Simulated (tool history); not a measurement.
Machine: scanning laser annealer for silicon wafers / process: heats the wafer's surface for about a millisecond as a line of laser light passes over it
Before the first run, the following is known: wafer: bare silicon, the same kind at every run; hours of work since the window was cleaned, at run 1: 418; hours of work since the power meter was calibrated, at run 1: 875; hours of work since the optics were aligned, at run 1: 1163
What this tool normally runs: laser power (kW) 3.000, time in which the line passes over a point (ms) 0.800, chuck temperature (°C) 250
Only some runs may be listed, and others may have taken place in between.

run,hour,laser power (kW),time in which the line passes over a point (ms),chuck temperature (°C),hours of work since the window was cleaned,hours of work since the power meter was calibrated,hours of work since the optics were aligned,highest temperature of the surface (°C)
1,0.0,3.000,0.800,250,418,875,1163,998
2,32.1,3.000,0.800,264,434,891,1178,1008
3,85.7,3.000,0.800,264,459,916,1203,1004
4,112.2,2.550,0.800,264,472,928,1216,878
5,146.8,3.000,0.800,248,488,945,1232,992
6,193.4,3.000,0.800,248,510,967,1255,988
7,248.0,3.000,0.800,248,536,993,1280,988
8,290.4,3.000,0.619,250,556,1013,1300,887
9,342.1,3.000,0.619,250,581,1038,1325,888
10,392.2,3.000,0.619,250,604,1061,1349,888
11,434.4,3.000,0.800,258,624,1081,1369,989
12,476.1,3.000,0.800,258,644,1101,1389,988
13,526.5,3.000,0.800,258,668,1125,1412,988
# hour 575.9: optics aligned, line set to its width
14,579.6,2.944,0.800,250,691,1148,2,983
15,625.4,3.203,0.878,257,713,1169,23,1108
16,673.3,2.990,0.997,231,735,1192,46,1067
17,716.1,3.006,0.937,274,755,1212,66,1088
# hour 751.2: window over the wafer cleaned
18,755.1,3.006,0.937,274,2,1230,84,1131
19,787.7,3.006,0.937,274,17,1245,99,1128
20,846.6,3.006,0.937,224,45,1273,127,1075
21,881.6,3.006,0.937,224,62,1290,144,1072
22,906.4,3.040,0.937,219,74,1302,156,1077
23,963.6,3.247,0.713,214,101,1329,183,1011
24,1002.8,3.247,0.713,214,119,1347,201,1010
25,1031.5,3.173,0.600,217,133,1361,215,919
26,1075.8,2.865,0.738,222,154,1382,236,920
27,1118.4,2.708,0.738,234,174,1402,256,888
28,1155.0,2.738,0.905,257,191,1420,274,995

Below are 5 alternative next runs, each starting from the tool's condition after run 28. Predict each:
A,1192.3,2.895,0.800,250,209,1437,291,?
B,1192.3,2.726,0.638,226,209,1437,291,?
C,1192.3,3.000,0.721,250,209,1437,291,?
D,1192.3,2.969,0.964,250,209,1437,291,?
E,1192.3,3.000,0.965,248,209,1437,291,?

run,highest temperature of the surface (°C)
A,986
B,830
C,976
D,1088
E,1098
The same runs, with their run-to-run variation unchanged, on a tool lacking any hidden condition would have given:
run,highest temperature of the surface (°C)
A,1009
B,848
C,998
D,1114
E,1124
